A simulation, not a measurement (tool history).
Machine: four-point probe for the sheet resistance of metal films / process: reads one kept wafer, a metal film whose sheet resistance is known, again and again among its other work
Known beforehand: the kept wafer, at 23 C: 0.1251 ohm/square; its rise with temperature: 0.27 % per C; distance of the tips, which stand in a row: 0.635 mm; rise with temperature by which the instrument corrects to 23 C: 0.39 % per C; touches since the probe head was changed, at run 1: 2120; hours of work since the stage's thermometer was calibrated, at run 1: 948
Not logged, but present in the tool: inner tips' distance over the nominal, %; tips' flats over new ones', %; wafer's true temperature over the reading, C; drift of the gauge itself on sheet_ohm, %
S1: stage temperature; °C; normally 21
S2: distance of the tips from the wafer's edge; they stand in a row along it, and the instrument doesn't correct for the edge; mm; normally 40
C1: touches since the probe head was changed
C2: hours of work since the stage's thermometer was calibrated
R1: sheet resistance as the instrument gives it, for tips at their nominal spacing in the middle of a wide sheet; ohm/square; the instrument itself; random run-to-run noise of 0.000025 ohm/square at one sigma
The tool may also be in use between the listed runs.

run,hour,S1,S2,C1,C2,R1
1,0,21,40,2120,948,0.125007
2,23.7,21,40,2562,964,0.124985
3,50.7,21,40,3066,982,0.125015
4,68.1,21,40,3391,994,0.125
5,81.9,21,40,3649,1004,0.124989
6,102.7,21,40,4038,1018,0.124993
7,123.4,21,40,4425,1032,0.124967
8,144,21,10,4808,1046,0.125229
9,170.4,21,10,5302,1064,0.125183
10,184.4,21,10,5564,1074,0.125235
11,206.6,21,10,5977,1089,0.125221
12,219.4,21,10,6217,1097,0.12523
13,241.6,21,24,6632,1113,0.125004
14,254.1,21,17,6865,1121,0.125023
15,267.4,21,17,7113,1130,0.125007
16,281,21,17,7367,1139,0.125051
17,294,21,5,7610,1148,0.125987
18,310.4,21,40,7916,1159,0.124963
19,328.7,34,40,8257,1172,0.12314
20,346.6,21,40,8592,1184,0.124946
21,366,21,40,8954,1197,0.124982
22,390.2,21,40,9405,1214,0.12493
23,407.3,21,40,9725,1225,0.124912
24,419.4,21,40,9951,1234,0.124915
25,447.7,21,7,10480,1253,0.125439
26,469.4,31,41,10885,1268,0.123522
27,491.2,31,41,11292,1283,0.123537
28,513.5,34,28,11708,1298,0.12315
# hour 515.6: stage's thermometer calibrated
29,533.4,32,75,12070,12,0.123383
30,551.9,26,6,12415,25,0.12497
31,571.3,22,4,12778,38,0.126441
32,584.8,35,27,13030,47,0.123027
# hour 589.9: stage's thermometer calibrated, once more
33,605.2,28,62,13402,10,0.123773
34,627.5,19,30,13819,26,0.125126
35,650.9,23,5,14254,42,0.125539
36,677.8,30,14,14756,60,0.123662
37,699.1,21,22,15156,74,0.124866
38,717,19,12,15489,87,0.125257
39,733.2,32,40,15791,98,0.123287
40,759.2,29,9,16277,115,0.123989
41,778.1,30,9,16630,128,0.123821
42,800.1,31,9,17040,143,0.12372
43,823.2,19,18,17471,159,0.125123
44,839.8,31,40,17783,170,0.123325
45,864.2,31,40,18238,187,0.12339

Each row is a separate what-if for the run after 45, all from the same tool condition, not one after another. Results?
A,890.7,22,40,18732,205,?
B,890.7,21,5,18732,205,?
C,890.7,19,18,18732,205,?
D,890.7,19,4,18732,205,?

run,R1
A,0.124604
B,0.125843
C,0.125108
D,0.126691
Had the tool no hidden state, the same runs would have come out as:
run,R1
A,0.125247
B,0.126492
C,0.125754
D,0.127344
